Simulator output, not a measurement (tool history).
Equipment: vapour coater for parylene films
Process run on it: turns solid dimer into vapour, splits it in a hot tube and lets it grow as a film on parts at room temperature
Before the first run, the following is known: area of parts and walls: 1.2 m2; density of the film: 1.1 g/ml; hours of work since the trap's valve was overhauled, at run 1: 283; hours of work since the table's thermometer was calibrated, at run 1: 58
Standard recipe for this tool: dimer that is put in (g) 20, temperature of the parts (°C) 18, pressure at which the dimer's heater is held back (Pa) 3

| run | hour | dimer that is put in (g) | temperature of the parts (°C) | pressure at which the dimer's heater is held back (Pa) | hours of work since the trap's valve was overhauled | hours of work since the table's thermometer was calibrated | thickness of the film (µm) |
|---|---|---|---|---|---|---|---|
| 1 | 0 | 20 | 18 | 3 | 283 | 58 | 7.71 |
| 2 | 39.2 | 20 | 18 | 3 | 313 | 88 | 7.62 |
| 3 | 69.9 | 20 | 18 | 3 | 337 | 112 | 7.58 |
| 4 | 127.9 | 20 | 18 | 3 | 381 | 157 | 7.57 |
| 5 | 172.2 | 20 | 18 | 3 | 416 | 191 | 7.61 |
| 6 | 234.2 | 20 | 12 | 3 | 463 | 238 | 8.99 |
| 7 | 296.3 | 20 | 12 | 3 | 511 | 286 | 8.93 |
|  | 309.3 | trap's valve overhauled |
| 8 | 352.6 | 30 | 14 | 3 | 33 | 326 | 11.95 |
| 9 | 419.4 | 30 | 14 | 3 | 85 | 378 | 12.03 |
| 10 | 472 | 30 | 14 | 2.92 | 125 | 418 | 12.03 |
| 11 | 515.6 | 30 | 21 | 5.92 | 159 | 452 | 9.1 |
| 12 | 559 | 23 | 13 | 3.27 | 192 | 485 | 9.3 |
|  | 598 | trap's valve overhauled, once more |
| 13 | 602.1 | 23 | 13 | 3.27 | 3 | 515 | 10.71 |

Forecast each of these 4 alternatives for the next run:
| A | 655.5 | 20 | 27 | 3 | 44 | 556 | ? |
| B | 655.5 | 23 | 22 | 3.27 | 44 | 556 | ? |
| C | 655.5 | 33 | 10 | 2.32 | 44 | 556 | ? |
| D | 655.5 | 11 | 19 | 3.27 | 44 | 556 | ? |

| run | thickness of the film (µm) |
|---|---|
| A | 6.1 |
| B | 8.05 |
| C | 17.1 |
| D | 4.28 |
Take away the tool's hidden state, keep each run's random variation, and the runs would have read:
| run | thickness of the film (µm) |
|---|---|
| A | 6.06 |
| B | 7.99 |
| C | 16.98 |
| D | 4.25 |

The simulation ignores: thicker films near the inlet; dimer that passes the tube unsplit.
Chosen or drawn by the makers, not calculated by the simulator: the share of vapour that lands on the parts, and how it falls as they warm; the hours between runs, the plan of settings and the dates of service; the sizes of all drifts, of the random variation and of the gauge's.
